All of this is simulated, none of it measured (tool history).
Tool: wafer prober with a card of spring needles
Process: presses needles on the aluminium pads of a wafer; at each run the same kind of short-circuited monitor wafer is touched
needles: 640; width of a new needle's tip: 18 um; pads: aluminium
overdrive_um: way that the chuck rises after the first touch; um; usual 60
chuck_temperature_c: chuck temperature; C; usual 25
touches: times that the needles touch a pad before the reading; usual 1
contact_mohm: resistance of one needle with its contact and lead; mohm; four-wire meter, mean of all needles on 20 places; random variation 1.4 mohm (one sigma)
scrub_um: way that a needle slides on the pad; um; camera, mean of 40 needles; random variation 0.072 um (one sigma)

run	hour	overdrive_um	chuck_temperature_c	touches	contact_mohm	scrub_um
1	0	60	25	1	149	11.79
# hour 4.4: tips cleaned on abrasive film
# hour 11.9: tips cleaned on abrasive film
2	11.9	60	25	1	123	11.69
# hour 19.1: tips cleaned on abrasive film
# hour 26: tips cleaned on abrasive film
# hour 33.2: tips cleaned on abrasive film
3	33.2	60	25	1	126	11.55
# hour 40.4: tips cleaned on abrasive film
4	43.4	60	25	1	155	11.61
# hour 47.9: tips cleaned on abrasive film
# hour 56.1: tips cleaned on abrasive film
5	62.5	60	25	1	177	11.54
# hour 63.6: tips cleaned on abrasive film
# hour 71.6: tips cleaned on abrasive film
6	74.2	60	25	2	140	11.48
# hour 78.5: tips cleaned on abrasive film
7	84	60	25	2	157	11.46
# hour 86.7: tips cleaned on abrasive film
# hour 95.1: tips cleaned on abrasive film
8	97.9	60	25	2	141	11.49

Run 9 comes next. What will it give?
# hour 99.2: height of the first contact set anew
# hour 102.4: tips cleaned on abrasive film
# hour 109.9: tips cleaned on abrasive film
9	109.9	60	25	2	?	?

contact_mohm: 125 mohm
scrub_um: 11.02 um
Without the tool's hidden state the same run would have given contact_mohm 119 mohm, scrub_um 12.22 um.
